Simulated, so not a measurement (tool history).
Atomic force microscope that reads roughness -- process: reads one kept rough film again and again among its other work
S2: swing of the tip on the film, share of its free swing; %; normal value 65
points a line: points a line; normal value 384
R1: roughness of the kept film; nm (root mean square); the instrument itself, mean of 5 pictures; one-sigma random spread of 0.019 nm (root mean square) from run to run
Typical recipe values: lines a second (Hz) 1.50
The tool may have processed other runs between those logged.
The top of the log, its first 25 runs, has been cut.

At hour 1073.3: new tip fitted.
Run 26, hour 1081.7: usual settings but lines a second (Hz) 1.94, S2 69 %, points a line 403. Result: R1 4.337 nm (root mean square).
Run 27, hour 1129.0: usual settings but lines a second (Hz) 1.01, S2 80 %, points a line 403. Result: R1 4.335 nm (root mean square).
Run 28, hour 1164.5: usual settings but lines a second (Hz) 1.10, S2 80 %, points a line 267. Result: R1 4.255 nm (root mean square).
Run 29, hour 1194.0: usual settings but lines a second (Hz) 1.44, S2 75 %, points a line 804. Result: R1 4.210 nm (root mean square).
Run 30, hour 1231.5: usual settings but lines a second (Hz) 1.44, S2 75 %, points a line 804. Result: R1 4.172 nm (root mean square).
Run 31, hour 1292.4: usual settings but lines a second (Hz) 0.95, S2 68 %, points a line 583. Result: R1 4.375 nm (root mean square).
At hour 1334.7: new tip fitted.
Run 32, hour 1339.9: usual settings but lines a second (Hz) 0.95, S2 68 %, points a line 583. Result: R1 4.598 nm (root mean square).
Run 33, hour 1392.5: usual settings but lines a second (Hz) 2.60, S2 82 %, points a line 283. Result: R1 3.604 nm (root mean square).
Run 34, hour 1454.0: usual settings but lines a second (Hz) 0.63, S2 82 %, points a line 360. Result: R1 4.364 nm (root mean square).
Run 35, hour 1498.0: usual settings but lines a second (Hz) 0.75. Result: R1 4.490 nm (root mean square).
Run 36, hour 1523.4: usual settings but lines a second (Hz) 2.25, S2 79 %, points a line 293. Result: R1 3.758 nm (root mean square).
Run 37, hour 1571.4: usual settings but lines a second (Hz) 2.25, S2 79 %, points a line 293. Result: R1 3.690 nm (root mean square).
At hour 1593.1: new tip fitted.
Run 38, hour 1598.5: usual settings but lines a second (Hz) 2.80, S2 76 %, points a line 812. Result: R1 3.880 nm (root mean square).
Run 39, hour 1635.7: usual settings but lines a second (Hz) 2.80, S2 76 %, points a line 812. Result: R1 3.829 nm (root mean square).
Run 40, hour 1678.4: usual settings but lines a second (Hz) 1.06, S2 76 %, points a line 812. Result: R1 4.335 nm (root mean square).
At hour 1687.5: height scale calibrated on a step standard.
Run 41, hour 1711.7: usual settings but lines a second (Hz) 1.06, S2 86 %, points a line 812. Result: R1 4.126 nm (root mean square).
Run 42, hour 1740.8: usual settings but lines a second (Hz) 1.54, S2 86 %, points a line 957. Result: R1 3.844 nm (root mean square).
Run 43, hour 1796.3: usual settings but lines a second (Hz) 1.43, S2 77 %, points a line 560. Result: R1 4.153 nm (root mean square).

Alternative continuations, all from the tool just after run 43; predict every row:
Run A, hour 1828.9: usual settings but points a line 871. Result: R1 ?.
Run B, hour 1828.9: usual settings but lines a second (Hz) 0.83, points a line 975. Result: R1 ?.
Run C, hour 1828.9: usual settings but lines a second (Hz) 1.10, S2 81 %, points a line 786. Result: R1 ?.
Run D, hour 1828.9: usual settings but lines a second (Hz) 1.43, S2 87 %, points a line 560. Result: R1 ?.

run     R1
  A  4.335
  B  4.481
  C  4.150
  D  3.808
Without the tool's hidden state the same runs would have given:
run     R1
  A  4.607
  B  4.762
  C  4.410
  D  4.046

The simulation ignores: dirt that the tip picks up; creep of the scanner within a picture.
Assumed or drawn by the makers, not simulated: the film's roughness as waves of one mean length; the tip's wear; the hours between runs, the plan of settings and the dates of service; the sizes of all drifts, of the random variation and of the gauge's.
